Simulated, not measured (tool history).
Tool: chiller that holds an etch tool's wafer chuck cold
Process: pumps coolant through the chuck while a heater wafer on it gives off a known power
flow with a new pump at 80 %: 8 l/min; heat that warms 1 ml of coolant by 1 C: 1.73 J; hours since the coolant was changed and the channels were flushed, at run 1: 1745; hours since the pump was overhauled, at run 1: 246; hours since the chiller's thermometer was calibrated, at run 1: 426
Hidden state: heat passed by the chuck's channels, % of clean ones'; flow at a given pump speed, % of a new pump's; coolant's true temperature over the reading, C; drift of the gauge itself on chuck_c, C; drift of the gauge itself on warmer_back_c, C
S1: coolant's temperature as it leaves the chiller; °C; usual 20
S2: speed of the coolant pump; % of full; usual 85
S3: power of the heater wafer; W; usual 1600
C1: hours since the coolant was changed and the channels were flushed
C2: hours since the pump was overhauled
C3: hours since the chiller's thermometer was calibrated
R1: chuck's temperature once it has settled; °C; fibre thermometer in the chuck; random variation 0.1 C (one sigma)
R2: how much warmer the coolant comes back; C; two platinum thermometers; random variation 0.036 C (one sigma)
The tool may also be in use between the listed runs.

| run | hour | S1 | S2 | S3 | C1 | C2 | C3 | R1 | R2 |
|---|---|---|---|---|---|---|---|---|---|
| 1 | 0 | 20 | 85 | 1600 | 1745 | 246 | 426 | 31.8 | 6.59 |
| 2 | 38.5 | 20 | 85 | 1600 | 1783 | 285 | 464 | 31.7 | 6.49 |
| 3 | 79.1 | 20 | 85 | 1600 | 1824 | 325 | 505 | 31.6 | 6.57 |
| 4 | 125.4 | 20 | 85 | 1600 | 1870 | 371 | 551 | 32 | 6.58 |
| 5 | 159.3 | 20 | 85 | 1600 | 1904 | 405 | 585 | 31.7 | 6.63 |
| 6 | 193.6 | 20 | 85 | 1544 | 1938 | 440 | 619 | 31.3 | 6.41 |
| 7 | 237.1 | 20 | 85 | 1544 | 1982 | 483 | 663 | 31.3 | 6.32 |
| 8 | 294.2 | 20 | 85 | 1353 | 2039 | 540 | 720 | 30.2 | 5.53 |
|  | 302.3 | coolant pump overhauled |
| 9 | 331.1 | 20 | 85 | 1353 | 2071 | 29 | 752 | 30.1 | 5.61 |
| 10 | 362.2 | 20 | 85 | 1157 | 2102 | 60 | 783 | 28.4 | 4.85 |
| 11 | 410.1 | 12 | 85 | 1600 | 2150 | 108 | 831 | 24 | 6.62 |
| 12 | 452.9 | 12 | 85 | 1600 | 2193 | 151 | 874 | 23.9 | 6.69 |
|  | 466.6 | coolant pump overhauled, once more |
| 13 | 489.1 | 12 | 85 | 1600 | 2224 | 22 | 905 | 23.8 | 6.61 |
| 14 | 530.8 | 12 | 85 | 1600 | 2265 | 64 | 947 | 23.9 | 6.64 |
| 15 | 565.7 | 23 | 90 | 1600 | 2300 | 99 | 981 | 34.3 | 6.18 |
| 16 | 620.6 | 12 | 73 | 1600 | 2355 | 154 | 1036 | 25.7 | 7.73 |
| 17 | 679.3 | 12 | 73 | 830 | 2414 | 213 | 1095 | 19.1 | 4 |
| 18 | 705.4 | 25 | 77 | 2391 | 2440 | 239 | 1121 | 44.4 | 10.87 |
| 19 | 753.5 | 25 | 77 | 2391 | 2488 | 287 | 1169 | 44.5 | 10.84 |
| 20 | 784.1 | 11 | 85 | 1840 | 2519 | 317 | 1200 | 24.9 | 7.53 |
| 21 | 841.5 | 11 | 85 | 1840 | 2576 | 375 | 1257 | 24.7 | 7.59 |
| 22 | 894.5 | 14 | 75 | 1600 | 2629 | 428 | 1310 | 27.5 | 7.56 |
| 23 | 932.5 | 21 | 75 | 869 | 2667 | 466 | 1348 | 28.4 | 4.15 |
| 24 | 977.2 | 14 | 75 | 869 | 2712 | 511 | 1393 | 21.5 | 4.04 |
| 25 | 1033 | 24 | 94 | 1110 | 2768 | 566 | 1449 | 31.7 | 4.17 |
| 26 | 1057.8 | 11 | 92 | 1506 | 2792 | 591 | 1474 | 21.6 | 5.81 |

Some steps in R1 between neighbouring runs. How much of each would the tool show without its hidden state too (settings, what came in, random variation), and how much is left for the hidden state, with any gauge scatter that isn't in both results?
Run 10 -> 11: S1 20 -> 12, S3 1157 -> 1600. R1 -4.4 °C: hidden state +0.3, all else -4.7.
Run 17 -> 18: S1 12 -> 25, S2 73 -> 77, S3 830 -> 2391. R1 +25.3 °C: hidden state +0.6, all else +24.7.
Run 19 -> 20: S1 25 -> 11, S2 77 -> 85, S3 2391 -> 1840. R1 -19.6 °C: hidden state -0.2, all else -19.4.
